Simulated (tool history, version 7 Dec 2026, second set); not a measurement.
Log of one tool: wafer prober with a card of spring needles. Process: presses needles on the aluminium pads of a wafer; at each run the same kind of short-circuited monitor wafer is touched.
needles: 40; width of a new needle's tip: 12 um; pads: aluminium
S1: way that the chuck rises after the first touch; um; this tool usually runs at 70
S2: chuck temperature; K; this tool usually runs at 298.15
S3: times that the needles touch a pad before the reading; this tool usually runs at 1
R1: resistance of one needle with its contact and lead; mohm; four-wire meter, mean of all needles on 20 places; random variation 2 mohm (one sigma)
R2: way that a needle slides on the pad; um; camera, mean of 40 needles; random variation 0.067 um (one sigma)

run    hour  S1      S2  S3   R1     R2
  1     0.0  70  298.15   1  222  18.59
       18.6  -- tips cleaned on abrasive film
       37.4  -- tips cleaned on abrasive film
       56.2  -- tips cleaned on abrasive film
  2    71.2  70  298.15   1  221  18.41
       74.3  -- tips cleaned on abrasive film
       93.1  -- tips cleaned on abrasive film
      108.6  -- tips cleaned on abrasive film
      124.2  -- tips cleaned on abrasive film
  3   134.1  70  298.15   1  225  18.69
      141.9  -- tips cleaned on abrasive film
      161.3  -- tips cleaned on abrasive film
      180.2  -- tips cleaned on abrasive film
      199.5  -- tips cleaned on abrasive film
  4   204.1  70  318.15   1  222  18.50
      215.8  -- tips cleaned on abrasive film
      231.3  -- tips cleaned on abrasive film
      249.5  -- tips cleaned on abrasive film
      268.4  -- tips cleaned on abrasive film
  5   273.9  70  318.15   1  228  18.56
      284.4  -- tips cleaned on abrasive film
      303.7  -- tips cleaned on abrasive film
      323.1  -- tips cleaned on abrasive film
      341.4  -- tips cleaned on abrasive film
  6   343.0  70  318.15   1  226  18.47
      358.2  -- tips cleaned on abrasive film
      375.8  -- tips cleaned on abrasive film
      394.9  -- tips cleaned on abrasive film
  7   400.7  70  318.15   1  228  18.64
      411.1  -- tips cleaned on abrasive film
      430.4  -- tips cleaned on abrasive film
      449.0  -- tips cleaned on abrasive film
  8   452.7  70  318.15   1  230  18.50
      467.4  -- tips cleaned on abrasive film
      486.2  -- tips cleaned on abrasive film
      504.3  -- tips cleaned on abrasive film
      522.0  -- tips cleaned on abrasive film
  9   523.6  70  318.15   1  222  18.45
      538.7  -- tips cleaned on abrasive film
      557.6  -- tips cleaned on abrasive film
 10   560.9  70  318.15   1  225  18.54
      576.4  -- tips cleaned on abrasive film
      591.9  -- tips cleaned on abrasive film
      592.2  -- height of the first contact set anew
      611.5  -- tips cleaned on abrasive film
 11   611.7  70  318.15   1  230  18.69
      629.9  -- tips cleaned on abrasive film
      648.6  -- tips cleaned on abrasive film
 12   648.6  70  318.15   1  225  18.50
      667.0  -- tips cleaned on abrasive film
      682.5  -- tips cleaned on abrasive film
 13   686.6  70  318.15   1  226  18.51
      698.3  -- tips cleaned on abrasive film
      713.8  -- tips cleaned on abrasive film
      732.3  -- tips cleaned on abrasive film
      749.3  -- tips cleaned on abrasive film
 14   749.3  82  298.15   1  216  21.77
      768.2  -- tips cleaned on abrasive film
      785.3  -- tips cleaned on abrasive film
      804.0  -- tips cleaned on abrasive film
 15   816.9  82  298.15   1  219  21.72
      820.4  -- tips cleaned on abrasive film
      839.3  -- tips cleaned on abrasive film
 16   851.3  70  366.15   2  237  18.51
      855.3  -- tips cleaned on abrasive film
      873.5  -- tips cleaned on abrasive film
      892.1  -- tips cleaned on abrasive film
 17   893.8  86  321.15   1  226  22.82
      908.5  -- tips cleaned on abrasive film
      927.0  -- tips cleaned on abrasive film
      942.5  -- tips cleaned on abrasive film
      961.1  -- tips cleaned on abrasive film
 18   961.1  86  321.15   1  223  22.84
      979.7  -- tips cleaned on abrasive film
      998.5  -- tips cleaned on abrasive film
 19  1004.9  62  329.15   2  230  16.38
     1016.6  -- tips cleaned on abrasive film
     1035.0  -- tips cleaned on abrasive film
     1052.5  -- tips cleaned on abrasive film
 20  1052.5  77  308.15   2  223  20.39
     1071.0  -- tips cleaned on abrasive film
     1090.4  -- tips cleaned on abrasive film
 21  1091.2  56  324.15   1  225  14.85
     1106.3  -- tips cleaned on abrasive film
     1125.2  -- tips cleaned on abrasive film
     1140.7  -- tips cleaned on abrasive film
 22  1154.9  56  324.15   1  226  14.82
     1158.8  -- tips cleaned on abrasive film
     1178.2  -- tips cleaned on abrasive film
 23  1191.9  70  376.15   1  241  18.55
     1195.8  -- tips cleaned on abrasive film
     1214.7  -- tips cleaned on abrasive film
     1230.2  -- tips cleaned on abrasive film
 24  1242.6  70  308.15   1  219  18.56
     1246.5  -- tips cleaned on abrasive film
     1262.3  -- height of the first contact set anew
     1265.9  -- tips cleaned on abrasive film
     1284.9  -- tips cleaned on abrasive film
     1303.1  -- tips cleaned on abrasive film
 25  1312.1  70  308.15   1  220  18.56
     1319.9  -- tips cleaned on abrasive film
     1335.5  -- tips cleaned on abrasive film
     1354.0  -- tips cleaned on abrasive film
     1369.5  -- tips cleaned on abrasive film
 26  1377.8  65  358.15   1  238  17.24
     1385.6  -- tips cleaned on abrasive film
     1401.1  -- tips cleaned on abrasive film
     1420.3  -- tips cleaned on abrasive film
 27  1427.1  57  349.15   2  233  15.15
     1438.4  -- tips cleaned on abrasive film
     1457.8  -- tips cleaned on abrasive film
     1476.3  -- tips cleaned on abrasive film
     1494.5  -- tips cleaned on abrasive film
 28  1497.8  68  298.15   1  219  18.00

Consider 3 possible next runs. They are alternatives, not a sequence: every one starts from the tool as it was left by run 28. What does each give?
     1511.8  -- tips cleaned on abrasive film
     1530.6  -- tips cleaned on abrasive film
     1546.1  -- tips cleaned on abrasive film
     1565.3  -- tips cleaned on abrasive film
  A  1570.9  70  385.15   1   ?   ?
     1511.8  -- tips cleaned on abrasive film
     1530.6  -- tips cleaned on abrasive film
     1546.1  -- tips cleaned on abrasive film
     1565.3  -- tips cleaned on abrasive film
  B  1570.9  57  298.15   1   ?   ?
     1511.8  -- tips cleaned on abrasive film
     1530.6  -- tips cleaned on abrasive film
     1546.1  -- tips cleaned on abrasive film
     1565.3  -- tips cleaned on abrasive film
  C  1570.9  68  298.15   3   ?   ?

run   R1     R2
  A  240  18.63
  B  222  15.12
  C  221  18.02
With no hidden state in the tool, these same runs would have given:
run   R1     R2
  A  240  18.64
  B  222  15.13
  C  221  18.04

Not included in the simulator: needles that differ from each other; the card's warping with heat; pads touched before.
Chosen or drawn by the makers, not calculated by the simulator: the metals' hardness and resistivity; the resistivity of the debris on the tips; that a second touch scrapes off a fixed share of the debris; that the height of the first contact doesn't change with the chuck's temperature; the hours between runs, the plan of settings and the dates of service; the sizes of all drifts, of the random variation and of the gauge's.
